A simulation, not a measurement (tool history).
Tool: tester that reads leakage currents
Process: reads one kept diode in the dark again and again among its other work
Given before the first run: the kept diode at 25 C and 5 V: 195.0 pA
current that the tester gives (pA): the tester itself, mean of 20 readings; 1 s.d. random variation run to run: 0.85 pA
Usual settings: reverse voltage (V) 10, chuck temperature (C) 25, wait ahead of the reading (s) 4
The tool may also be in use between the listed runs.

run,hour,reverse voltage (V),chuck temperature (C),wait ahead of the reading (s),current that the tester gives (pA)
1,0,10,25,4,270.54
2,152.1,10,25,4,269.09
3,385.4,10,25,4,266.67
4,631,10,25,4,265.75
5,866.6,10,25,4,264.47
6,1106.3,10,25,4,263.03
7,1263.8,9.4,21,3.19,179.35
8,1465,9.4,21,3.19,178.38
9,1715,9.4,21,3.19,177.8
# hour 1829.5: tester calibrated
10,1950,9.5,25,1.77,258.27
11,2188,9.5,25,1.77,257.39
12,2420.3,1,25,4,72.21

Alternative continuations, all from the tool just after run 12; predict every row:
# hour 2648: probe card cleaned and baked
A,2681.5,19.3,25,4,?
# hour 2648: probe card cleaned and baked
B,2681.5,9.3,39,0.78,?
# hour 2648: probe card cleaned and baked
C,2681.5,9.8,24,1.65,?
# hour 2648: probe card cleaned and baked
D,2681.5,1,42,5.81,?
# hour 2648: probe card cleaned and baked
E,2681.5,16.6,25,0.9,?

run,current that the tester gives (pA)
A,329.57
B,794.3
C,209.92
D,314.56
E,306.3
Stripped of hidden state, with their random variation kept, the same runs would have yielded:
run,current that the tester gives (pA)
A,400.32
B,949.82
C,255.27
D,375.18
E,371.46
